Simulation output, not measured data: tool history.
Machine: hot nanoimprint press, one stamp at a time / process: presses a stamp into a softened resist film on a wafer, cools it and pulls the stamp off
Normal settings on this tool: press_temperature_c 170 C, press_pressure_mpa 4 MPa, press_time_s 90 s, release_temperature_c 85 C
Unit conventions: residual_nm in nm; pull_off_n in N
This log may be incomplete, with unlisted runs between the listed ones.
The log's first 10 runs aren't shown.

run   hour  press_temperature_c  press_pressure_mpa  press_time_s  release_temperature_c  hours of work since the thermocouple was calibrated  imprints on the stamp's release coat  hours of work since the press's seals were changed  residual_nm  pull_off_n
 11  209.8                  169                   4            90                     78                                                  133                                   430                                                 940         97.6         108
 12    227                  169                   4            90                     78                                                  146                                   472                                                 953         95.7         110
 13  244.4                  170                   4            90                     84                                                  159                                   514                                                 966         89.7         108
 14  271.1                  170                   4            90                     84                                                  179                                   579                                                 985         90.6         103
     286.8  -- press's hydraulic seals changed and the load cell set to zero
 15  292.7                  170                   4            90                     84                                                  189                                   613                                                   4         89.1         104
 16  305.3                  178                   4           121                     84                                                  198                                   643                                                  14         50.6         105
 17  331.4                  180                 2.9           121                     84                                                  217                                   707                                                  33         54.9         108
 18  346.3                  166                6.04           112                     72                                                  228                                   743                                                  44         82.3         120
 19  362.5                  163                   4           146                     84                                                  240                                   783                                                  56        109.3         109
 20  376.2                  162                5.17           146                     70                                                  250                                   816                                                  66        101.1         126

Run 21 comes next. What will it give?
 21  398.7                  162                5.17           146                     72                                                  267                                   871                                                  83            ?           ?

For run 21 the tool returned residual_nm 101.3 nm, pull_off_n 125 N.
With no hidden state in the tool, this same run would have given residual_nm 107.6 nm, pull_off_n 106 N.
